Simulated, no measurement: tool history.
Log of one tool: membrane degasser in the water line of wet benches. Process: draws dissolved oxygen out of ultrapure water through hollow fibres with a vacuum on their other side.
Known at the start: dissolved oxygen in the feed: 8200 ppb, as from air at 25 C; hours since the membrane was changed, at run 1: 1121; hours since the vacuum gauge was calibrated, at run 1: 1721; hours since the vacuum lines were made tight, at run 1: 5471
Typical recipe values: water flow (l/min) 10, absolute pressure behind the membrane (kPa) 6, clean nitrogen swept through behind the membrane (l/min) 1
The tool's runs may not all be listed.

run   hour  water flow (l/min)  absolute pressure behind the membrane (kPa)  clean nitrogen swept through behind the membrane (l/min)  hours since the membrane was changed  hours since the vacuum gauge was calibrated  hours since the vacuum lines were made tight  dissolved oxygen in the water behind the degasser (ppb)  pressure that the water loses in the fibres (kPa)
  1      0                  10                                            6                                                         1                                  1121                                         1721                                          5471                                                    229.9                                               61.2
  2   45.2                  10                                            6                                                         1                                  1166                                         1766                                          5516                                                      228                                              61.41
  3   99.1                  10                                         6.06                                                         1                                  1220                                         1820                                          5570                                                    227.5                                              61.16
  4  152.4                  10                                         6.06                                                         1                                  1273                                         1874                                          5624                                                      231                                               60.8
  5    195                  10                                            6                                                         1                                  1316                                         1916                                          5666                                                    226.7                                              61.19
  6  243.5                  10                                            6                                                         1                                  1364                                         1965                                          5715                                                    225.3                                              61.02
  7  276.7                  10                                            6                                                      2.78                                  1397                                         1998                                          5748                                                    189.8                                              60.73
  8  318.3                  10                                            6                                                      2.78                                  1439                                         2040                                          5789                                                    188.4                                              60.64
  9  366.9                  10                                        11.12                                                      0.82                                  1488                                         2088                                          5838                                                    381.2                                              60.89
 10  419.3                  10                                        11.12                                                      0.82                                  1540                                         2141                                          5890                                                    374.9                                              60.93
 11  445.8                  11                                         6.65                                                      0.82                                  1566                                         2167                                          5917                                                    302.9                                               66.9
 12  498.8                  11                                         6.65                                                      1.03                                  1620                                         2220                                          5970                                                    280.2                                              66.59
 13  527.5                  11                                         6.65                                                      1.03                                  1648                                         2249                                          5999                                                    285.4                                              66.81
 14    551                  11                                         6.65                                                      1.03                                  1672                                         2272                                          6022                                                    282.6                                              66.87

5 ways to go on from here, each from the tool as it stands after run 14. What would each give?
  A  575.6                   6                                         6.65                                                      1.03                                  1696                                         2297                                          6047                                                        ?                                                  ?
  B  575.6                  10                                            6                                                      1.34                                  1696                                         2297                                          6047                                                        ?                                                  ?
  C  575.6                   8                                         6.65                                                      1.03                                  1696                                         2297                                          6047                                                        ?                                                  ?
  D  575.6                  11                                         6.65                                                      2.48                                  1696                                         2297                                          6047                                                        ?                                                  ?
  E  575.6                   6                                         6.65                                                       0.6                                  1696                                         2297                                          6047                                                        ?                                                  ?

run  dissolved oxygen in the water behind the degasser (ppb)  pressure that the water loses in the fibres (kPa)
  A                                                    100.4                                              36.61
  B                                                    214.7                                              60.73
  C                                                    165.8                                              48.67
  D                                                    235.8                                               66.6
  E                                                    130.9                                              36.58
Take away the tool's hidden state, keep each run's random variation, and the runs would have read:
run  dissolved oxygen in the water behind the degasser (ppb)  pressure that the water loses in the fibres (kPa)
  A                                                    100.3                                              36.87
  B                                                    214.6                                              61.15
  C                                                    165.7                                              49.01
  D                                                    235.7                                              67.07
  E                                                    130.8                                              36.83
